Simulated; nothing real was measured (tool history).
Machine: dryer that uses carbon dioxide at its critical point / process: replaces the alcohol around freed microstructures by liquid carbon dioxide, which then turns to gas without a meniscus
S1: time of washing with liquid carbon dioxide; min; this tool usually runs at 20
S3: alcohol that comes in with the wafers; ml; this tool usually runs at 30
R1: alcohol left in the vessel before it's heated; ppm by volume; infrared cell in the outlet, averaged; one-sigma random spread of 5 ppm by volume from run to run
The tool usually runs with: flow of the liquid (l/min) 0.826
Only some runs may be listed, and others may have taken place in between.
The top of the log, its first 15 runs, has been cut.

{"run": 16, "hour": 211.7, "S1": 21, "flow of the liquid (l/min)": 0.826, "S3": 49, "R1": 112}
{"run": 17, "hour": 231.5, "S1": 24, "flow of the liquid (l/min)": 0.627, "S3": 30, "R1": 110}
{"run": 18, "hour": 245.1, "S1": 20, "flow of the liquid (l/min)": 0.826, "S3": 79, "R1": 127}
{"run": 19, "hour": 260.1, "S1": 20, "flow of the liquid (l/min)": 0.826, "S3": 79, "R1": 138}
{"run": 20, "hour": 276.9, "S1": 17, "flow of the liquid (l/min)": 1.102, "S3": 32, "R1": 123}
{"run": 21, "hour": 290.0, "S1": 23, "flow of the liquid (l/min)": 0.622, "S3": 30, "R1": 134}
{"run": 22, "hour": 304.7, "S1": 13, "flow of the liquid (l/min)": 0.622, "S3": 38, "R1": 632}
{"run": 23, "hour": 319.2, "S1": 28, "flow of the liquid (l/min)": 0.733, "S3": 28, "R1": 128}
{"run": 24, "hour": 329.7, "S1": 28, "flow of the liquid (l/min)": 0.733, "S3": 28, "R1": 131}
{"run": 25, "hour": 348.3, "S1": 26, "flow of the liquid (l/min)": 0.706, "S3": 27, "R1": 138}
{"run": 26, "hour": 359.3, "S1": 24, "flow of the liquid (l/min)": 0.714, "S3": 23, "R1": 142}
{"run": 27, "hour": 378.2, "S1": 20, "flow of the liquid (l/min)": 1.133, "S3": 30, "R1": 145}
{"run": 28, "hour": 390.0, "S1": 20, "flow of the liquid (l/min)": 0.826, "S3": 30, "R1": 150}
{"run": 29, "hour": 404.0, "S1": 30, "flow of the liquid (l/min)": 0.549, "S3": 41, "R1": 160}
{"hour": 413.9, "done": "inlet filter changed"}
{"run": 30, "hour": 424.9, "S1": 20, "flow of the liquid (l/min)": 0.826, "S3": 26, "R1": 144}
{"run": 31, "hour": 433.8, "S1": 12, "flow of the liquid (l/min)": 0.826, "S3": 48, "R1": 318}

Forecast each of these 3 alternatives for the next run:
{"run": "A", "hour": 448.4, "S1": 13, "flow of the liquid (l/min)": 0.519, "S3": 48, "R1": "?"}
{"run": "B", "hour": 448.4, "S1": 23, "flow of the liquid (l/min)": 0.826, "S3": 114, "R1": "?"}
{"run": "C", "hour": 448.4, "S1": 17, "flow of the liquid (l/min)": 0.621, "S3": 23, "R1": "?"}

run=A R1=951
run=B R1=165
run=C R1=214
The same runs, with their run-to-run variation unchanged, on a tool lacking any hidden condition would have given:
run=A R1=781
run=B R1=15
run=C R1=60

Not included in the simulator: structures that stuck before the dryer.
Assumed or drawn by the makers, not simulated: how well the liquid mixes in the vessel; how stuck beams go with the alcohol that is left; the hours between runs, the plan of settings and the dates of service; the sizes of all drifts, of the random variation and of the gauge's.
